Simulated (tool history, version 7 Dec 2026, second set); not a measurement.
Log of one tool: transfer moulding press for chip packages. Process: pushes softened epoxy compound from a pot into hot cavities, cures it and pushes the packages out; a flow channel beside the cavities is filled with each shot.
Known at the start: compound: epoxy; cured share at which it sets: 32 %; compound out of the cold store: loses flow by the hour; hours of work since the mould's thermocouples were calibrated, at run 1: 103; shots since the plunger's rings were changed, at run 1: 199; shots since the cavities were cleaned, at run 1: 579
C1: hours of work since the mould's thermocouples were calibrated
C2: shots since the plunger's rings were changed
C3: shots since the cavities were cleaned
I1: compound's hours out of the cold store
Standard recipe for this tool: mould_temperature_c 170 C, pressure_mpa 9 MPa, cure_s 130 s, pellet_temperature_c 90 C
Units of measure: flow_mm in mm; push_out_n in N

{"run": 1, "hour": 0.0, "mould_temperature_c": 170, "pressure_mpa": 9, "cure_s": 130, "pellet_temperature_c": 90, "C1": 103, "C2": 199, "C3": 579, "I1": 12.2, "flow_mm": 561.4, "push_out_n": 608}
{"run": 2, "hour": 8.0, "mould_temperature_c": 170, "pressure_mpa": 9, "cure_s": 130, "pellet_temperature_c": 95, "C1": 108, "C2": 259, "C3": 639, "I1": 31.2, "flow_mm": 524.2, "push_out_n": 599}
{"run": 3, "hour": 15.4, "mould_temperature_c": 170, "pressure_mpa": 9, "cure_s": 130, "pellet_temperature_c": 95, "C1": 112, "C2": 314, "C3": 694, "I1": 10, "flow_mm": 564.3, "push_out_n": 601}
{"run": 4, "hour": 22.1, "mould_temperature_c": 170, "pressure_mpa": 9, "cure_s": 130, "pellet_temperature_c": 90, "C1": 116, "C2": 364, "C3": 744, "I1": 45.7, "flow_mm": 499.7, "push_out_n": 596}
{"run": 5, "hour": 29.3, "mould_temperature_c": 170, "pressure_mpa": 9, "cure_s": 130, "pellet_temperature_c": 90, "C1": 120, "C2": 418, "C3": 798, "I1": 35.4, "flow_mm": 517.9, "push_out_n": 594}
{"run": 6, "hour": 38.7, "mould_temperature_c": 170, "pressure_mpa": 9, "cure_s": 111, "pellet_temperature_c": 90, "C1": 125, "C2": 489, "C3": 869, "I1": 39.3, "flow_mm": 508.8, "push_out_n": 737}
{"hour": 41.4, "done": "cavities cleaned with cleaning compound and waxed"}
{"run": 7, "hour": 45.5, "mould_temperature_c": 170, "pressure_mpa": 9, "cure_s": 111, "pellet_temperature_c": 91, "C1": 128, "C2": 528, "C3": 31, "I1": 14.9, "flow_mm": 552.9, "push_out_n": 803}
{"run": 8, "hour": 55.8, "mould_temperature_c": 168, "pressure_mpa": 6.92, "cure_s": 137, "pellet_temperature_c": 90, "C1": 134, "C2": 605, "C3": 108, "I1": 42.6, "flow_mm": 446.7, "push_out_n": 629}
{"run": 9, "hour": 62.5, "mould_temperature_c": 168, "pressure_mpa": 6.92, "cure_s": 137, "pellet_temperature_c": 90, "C1": 137, "C2": 655, "C3": 158, "I1": 9.2, "flow_mm": 501.6, "push_out_n": 645}
{"run": 10, "hour": 69.2, "mould_temperature_c": 177, "pressure_mpa": 8.65, "cure_s": 137, "pellet_temperature_c": 94, "C1": 141, "C2": 706, "C3": 209, "I1": 17.6, "flow_mm": 517.5, "push_out_n": 563}
{"hour": 77.9, "done": "cavities cleaned with cleaning compound and waxed, once more"}
{"run": 11, "hour": 79.5, "mould_temperature_c": 177, "pressure_mpa": 8.65, "cure_s": 137, "pellet_temperature_c": 94, "C1": 146, "C2": 771, "C3": 11, "I1": 44.8, "flow_mm": 470.2, "push_out_n": 374}
{"run": 12, "hour": 87.2, "mould_temperature_c": 170, "pressure_mpa": 8.65, "cure_s": 149, "pellet_temperature_c": 94, "C1": 150, "C2": 829, "C3": 69, "I1": 42.4, "flow_mm": 491.8, "push_out_n": 422}

5 ways to go on from here, each from the tool as it stands after run 12. What would each give?
{"run": "A", "hour": 95.5, "mould_temperature_c": 170, "pressure_mpa": 8.65, "cure_s": 129, "pellet_temperature_c": 94, "C1": 155, "C2": 891, "C3": 131, "I1": 30.9, "flow_mm": "?", "push_out_n": "?"}
{"run": "B", "hour": 95.5, "mould_temperature_c": 167, "pressure_mpa": 7.37, "cure_s": 138, "pellet_temperature_c": 94, "C1": 155, "C2": 891, "C3": 131, "I1": 42.3, "flow_mm": "?", "push_out_n": "?"}
{"run": "C", "hour": 95.5, "mould_temperature_c": 166, "pressure_mpa": 9.26, "cure_s": 130, "pellet_temperature_c": 88, "C1": 155, "C2": 891, "C3": 131, "I1": 16.5, "flow_mm": "?", "push_out_n": "?"}
{"run": "D", "hour": 95.5, "mould_temperature_c": 170, "pressure_mpa": 9.19, "cure_s": 148, "pellet_temperature_c": 91, "C1": 155, "C2": 891, "C3": 131, "I1": 18.1, "flow_mm": "?", "push_out_n": "?"}
{"run": "E", "hour": 95.5, "mould_temperature_c": 170, "pressure_mpa": 7.65, "cure_s": 143, "pellet_temperature_c": 94, "C1": 155, "C2": 891, "C3": 131, "I1": 13.1, "flow_mm": "?", "push_out_n": "?"}

run=A flow_mm=511.6 push_out_n=484
run=B flow_mm=462.2 push_out_n=497
run=C flow_mm=571.5 push_out_n=600
run=D flow_mm=552.2 push_out_n=435
run=E flow_mm=511.4 push_out_n=451
Had the tool no hidden state, the same runs would have come out as:
run=A flow_mm=518.2 push_out_n=424
run=B flow_mm=468.2 push_out_n=437
run=C flow_mm=579 push_out_n=534
run=D flow_mm=559.3 push_out_n=378
run=E flow_mm=518 push_out_n=393
